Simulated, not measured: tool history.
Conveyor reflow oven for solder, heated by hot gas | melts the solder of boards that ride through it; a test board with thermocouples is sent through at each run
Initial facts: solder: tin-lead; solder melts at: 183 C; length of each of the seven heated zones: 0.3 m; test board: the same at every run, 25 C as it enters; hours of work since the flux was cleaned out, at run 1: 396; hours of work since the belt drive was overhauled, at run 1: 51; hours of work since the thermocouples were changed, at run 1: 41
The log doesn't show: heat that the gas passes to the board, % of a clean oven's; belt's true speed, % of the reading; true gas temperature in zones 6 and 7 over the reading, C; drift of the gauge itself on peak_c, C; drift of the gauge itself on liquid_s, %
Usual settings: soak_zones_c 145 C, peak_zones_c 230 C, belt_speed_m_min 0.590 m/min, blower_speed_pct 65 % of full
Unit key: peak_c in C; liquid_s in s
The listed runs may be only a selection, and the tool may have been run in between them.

| run | hour | soak_zones_c | peak_zones_c | belt_speed_m_min | blower_speed_pct | hours of work since the flux was cleaned out | hours of work since the belt drive was overhauled | hours of work since the thermocouples were changed | peak_c | liquid_s |
|---|---|---|---|---|---|---|---|---|---|---|
| 1 | 0.0 | 145 | 230 | 0.590 | 65 | 396 | 51 | 41 | 212.5 | 44.0 |
| 2 | 8.8 | 145 | 230 | 0.590 | 65 | 400 | 55 | 44 | 212.1 | 43.7 |
| 3 | 13.1 | 145 | 230 | 0.590 | 65 | 402 | 57 | 46 | 212.3 | 44.0 |
| 4 | 22.1 | 142 | 230 | 0.590 | 65 | 405 | 60 | 50 | 211.7 | 42.5 |
| 5 | 26.7 | 142 | 230 | 0.590 | 65 | 407 | 62 | 52 | 211.6 | 42.6 |
| 6 | 31.2 | 145 | 219 | 0.590 | 65 | 409 | 64 | 54 | 203.2 | 36.6 |
| 7 | 35.3 | 145 | 219 | 0.590 | 65 | 411 | 66 | 56 | 202.8 | 36.6 |
| 8 | 43.3 | 145 | 219 | 0.590 | 65 | 414 | 69 | 59 | 203.5 | 36.1 |
| 9 | 49.3 | 145 | 219 | 0.590 | 65 | 417 | 72 | 61 | 202.9 | 36.0 |
| 10 | 57.6 | 145 | 219 | 0.590 | 65 | 420 | 75 | 65 | 203.5 | 36.5 |
| 11 | 62.6 | 145 | 225 | 0.590 | 65 | 422 | 77 | 67 | 208.2 | 40.8 |
| 12 | 70.0 | 131 | 230 | 0.590 | 65 | 425 | 80 | 70 | 209.6 | 37.5 |
| 13 | 74.8 | 131 | 230 | 0.590 | 65 | 427 | 82 | 72 | 209.1 | 37.6 |
| 14 | 78.6 | 131 | 230 | 0.590 | 65 | 429 | 84 | 74 | 209.3 | 37.6 |
| 15 | 86.4 | 131 | 230 | 0.590 | 65 | 432 | 87 | 77 | 209.1 | 37.7 |
| 16 | 93.2 | 145 | 230 | 0.475 | 65 | 435 | 90 | 80 | 218.4 | 61.5 |
| 17 | 101.2 | 145 | 230 | 0.475 | 65 | 438 | 93 | 83 | 218.5 | 61.0 |
| 18 | 106.8 | 145 | 230 | 0.475 | 65 | 441 | 96 | 85 | 218.4 | 61.0 |
| 19 | 115.8 | 145 | 230 | 0.475 | 65 | 444 | 99 | 89 | 218.7 | 60.6 |
| 20 | 123.9 | 149 | 230 | 0.646 | 65 | 448 | 103 | 93 | 209.7 | 39.5 |
|  | 129.7 | flux residue cleaned out of gas plates and filters |
| 21 | 137.6 | 145 | 230 | 0.636 | 69 | 3 | 107 | 96 | 208.7 | 37.3 |
| 22 | 145.1 | 145 | 219 | 0.636 | 57 | 6 | 110 | 99 | 197.0 | 25.1 |
| 23 | 151.6 | 156 | 232 | 0.503 | 67 | 9 | 112 | 102 | 219.2 | 62.8 |
| 24 | 157.1 | 156 | 232 | 0.503 | 67 | 11 | 115 | 104 | 219.8 | 62.2 |
| 25 | 161.7 | 134 | 230 | 0.686 | 65 | 13 | 117 | 106 | 201.3 | 25.6 |
| 26 | 168.7 | 132 | 224 | 0.613 | 61 | 16 | 120 | 109 | 199.6 | 26.7 |
| 27 | 173.2 | 155 | 230 | 0.590 | 65 | 18 | 121 | 111 | 212.4 | 47.6 |
| 28 | 179.8 | 145 | 230 | 0.590 | 69 | 21 | 124 | 114 | 210.4 | 43.0 |
| 29 | 183.7 | 137 | 225 | 0.632 | 65 | 23 | 126 | 116 | 201.5 | 28.9 |
|  | 189.5 | flux residue cleaned out of gas plates and filters, once more |
| 30 | 195.1 | 137 | 225 | 0.632 | 65 | 2 | 128 | 118 | 207.8 | 35.4 |

Predict each of these 5 candidate next runs independently; none follows another, all start after run 30:
| A | 202.7 | 145 | 230 | 0.590 | 64 | 6 | 132 | 121 | ? | ? |
| B | 202.7 | 137 | 225 | 0.496 | 65 | 6 | 132 | 121 | ? | ? |
| C | 202.7 | 137 | 225 | 0.659 | 65 | 6 | 132 | 121 | ? | ? |
| D | 202.7 | 145 | 230 | 0.590 | 51 | 6 | 132 | 121 | ? | ? |
| E | 202.7 | 144 | 225 | 0.632 | 65 | 6 | 132 | 121 | ? | ? |

| run | peak_c | liquid_s |
|---|---|---|
| A | 215.1 | 46.7 |
| B | 214.2 | 53.5 |
| C | 206.3 | 32.5 |
| D | 210.9 | 42.6 |
| E | 209.1 | 38.8 |
What these runs would have given with no unlogged condition in the tool:
| run | peak_c | liquid_s |
|---|---|---|
| A | 215.0 | 46.5 |
| B | 214.1 | 53.3 |
| C | 206.1 | 32.3 |
| D | 210.7 | 42.4 |
| E | 209.0 | 38.6 |
